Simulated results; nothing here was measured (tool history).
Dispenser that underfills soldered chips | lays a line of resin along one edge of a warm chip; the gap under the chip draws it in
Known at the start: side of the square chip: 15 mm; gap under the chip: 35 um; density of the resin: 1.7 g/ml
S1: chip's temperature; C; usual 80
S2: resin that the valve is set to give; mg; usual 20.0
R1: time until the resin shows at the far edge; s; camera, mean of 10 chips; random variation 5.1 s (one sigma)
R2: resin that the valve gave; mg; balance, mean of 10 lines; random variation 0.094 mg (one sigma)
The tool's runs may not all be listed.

{"run": 1, "hour": 0.0, "S1": 80, "S2": 20.0, "R1": 779.2, "R2": 19.95}
{"hour": 1.5, "done": "new syringe of resin"}
{"run": 2, "hour": 9.7, "S1": 80, "S2": 20.0, "R1": 731.7, "R2": 19.84}
{"hour": 14.4, "done": "new syringe of resin"}
{"run": 3, "hour": 18.7, "S1": 80, "S2": 20.0, "R1": 650.4, "R2": 19.86}
{"run": 4, "hour": 24.6, "S1": 80, "S2": 20.0, "R1": 774.1, "R2": 19.91}
{"hour": 27.2, "done": "new syringe of resin"}
{"run": 5, "hour": 33.8, "S1": 80, "S2": 20.0, "R1": 693.3, "R2": 19.74}
{"hour": 40.0, "done": "new syringe of resin"}
{"run": 6, "hour": 44.9, "S1": 80, "S2": 20.0, "R1": 644.3, "R2": 19.56}
{"hour": 53.3, "done": "new syringe of resin"}
{"run": 7, "hour": 56.5, "S1": 68, "S2": 20.0, "R1": 1172.4, "R2": 19.29}
{"run": 8, "hour": 65.3, "S1": 68, "S2": 20.0, "R1": 1574.6, "R2": 19.4}
{"hour": 66.7, "done": "new syringe of resin"}
{"run": 9, "hour": 72.3, "S1": 90, "S2": 20.5, "R1": 414.4, "R2": 19.62}
{"hour": 80.0, "done": "new syringe of resin"}
{"hour": 82.4, "done": "dispensing valve cleaned and set on the balance"}
{"run": 10, "hour": 82.4, "S1": 72, "S2": 20.5, "R1": 909.0, "R2": 20.59}
{"hour": 94.1, "done": "new syringe of resin"}
{"run": 11, "hour": 95.8, "S1": 73, "S2": 21.1, "R1": 835.2, "R2": 20.88}
{"hour": 106.8, "done": "new syringe of resin"}
{"run": 12, "hour": 106.8, "S1": 73, "S2": 21.1, "R1": 797.6, "R2": 20.82}
{"run": 13, "hour": 119.0, "S1": 73, "S2": 21.1, "R1": 1213.0, "R2": 20.64}
{"hour": 120.4, "done": "new syringe of resin"}
{"run": 14, "hour": 127.3, "S1": 73, "S2": 21.1, "R1": 1026.6, "R2": 20.75}
{"hour": 133.1, "done": "new syringe of resin"}
{"run": 15, "hour": 136.9, "S1": 66, "S2": 23.9, "R1": 1325.6, "R2": 23.39}
{"hour": 145.8, "done": "new syringe of resin"}
{"run": 16, "hour": 145.8, "S1": 66, "S2": 23.9, "R1": 1187.4, "R2": 23.3}

Forecast each of these 3 alternatives for the next run:
{"run": "A", "hour": 153.2, "S1": 78, "S2": 20.0, "R1": "?", "R2": "?"}
{"run": "B", "hour": 153.2, "S1": 77, "S2": 24.2, "R1": "?", "R2": "?"}
{"run": "C", "hour": 153.2, "S1": 88, "S2": 23.9, "R1": "?", "R2": "?"}

run=A R1=824.8 R2=19.34
run=B R1=845.4 R2=23.30
run=C R1=482.2 R2=23.21
Without the tool's hidden state the same runs would have given:
run=A R1=568.5 R2=20.00
run=B R1=584.4 R2=24.10
run=C R1=335.5 R2=24.00
